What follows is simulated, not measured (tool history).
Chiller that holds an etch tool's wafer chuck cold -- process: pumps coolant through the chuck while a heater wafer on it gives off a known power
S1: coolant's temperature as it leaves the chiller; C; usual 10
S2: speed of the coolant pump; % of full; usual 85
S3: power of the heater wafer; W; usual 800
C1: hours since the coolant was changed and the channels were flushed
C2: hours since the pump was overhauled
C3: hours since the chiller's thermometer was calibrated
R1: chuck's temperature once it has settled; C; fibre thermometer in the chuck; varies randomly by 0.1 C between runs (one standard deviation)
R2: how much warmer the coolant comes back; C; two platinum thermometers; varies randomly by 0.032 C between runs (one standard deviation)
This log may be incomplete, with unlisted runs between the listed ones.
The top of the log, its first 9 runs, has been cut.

run,hour,S1,S2,S3,C1,C2,C3,R1,R2
10,530.0,18,85,1015,111,3221,2076,26.5,4.51
# hour 586.4: chiller's thermometer calibrated
11,609.7,10,85,887,189,3300,23,17.7,4.02
12,644.4,10,85,800,224,3335,58,17.2,3.59
13,712.9,10,85,800,293,3403,127,17.0,3.58
14,764.8,10,85,800,345,3455,178,17.1,3.56
15,845.2,10,85,800,425,3536,259,17.3,3.57
16,904.3,10,85,584,484,3595,318,15.3,2.55
17,974.4,8,85,479,554,3665,388,12.6,2.15
18,1025.2,10,85,815,605,3716,439,17.3,3.59
# hour 1050.1: chiller's thermometer calibrated, once more
19,1099.6,12,89,998,678,3789,49,19.9,4.33
20,1173.0,12,72,923,752,3862,123,21.0,5.05
21,1222.8,10,77,800,802,3912,173,17.5,4.03
22,1296.0,10,67,826,875,3985,246,18.7,4.92
23,1360.6,5,85,808,939,4050,311,11.7,3.72
24,1435.2,19,78,770,1014,4125,385,26.2,3.87
25,1493.2,19,78,770,1072,4183,443,26.2,3.84
26,1547.3,5,85,490,1126,4237,497,9.2,2.20
27,1580.8,10,83,527,1160,4270,531,14.5,2.44
28,1647.4,10,74,886,1226,4337,597,18.7,4.74
29,1722.3,10,77,754,1301,4412,672,17.2,3.84
30,1789.0,10,77,754,1368,4479,739,17.1,3.89
31,1827.5,16,67,819,1406,4517,777,24.9,4.95

Alternative continuations, all from the tool just after run 31; predict every row:
A,1879.9,7,67,633,1459,4569,830,?,?
B,1879.9,17,67,616,1459,4569,830,?,?
C,1879.9,5,85,630,1459,4569,830,?,?
D,1879.9,10,89,800,1459,4569,830,?,?

run,R1,R2
A,13.9,3.80
B,23.8,3.73
C,10.5,2.90
D,16.5,3.47
Without the tool's hidden state the same runs would have given:
run,R1,R2
A,12.9,3.42
B,22.8,3.36
C,9.7,2.61
D,15.6,3.12
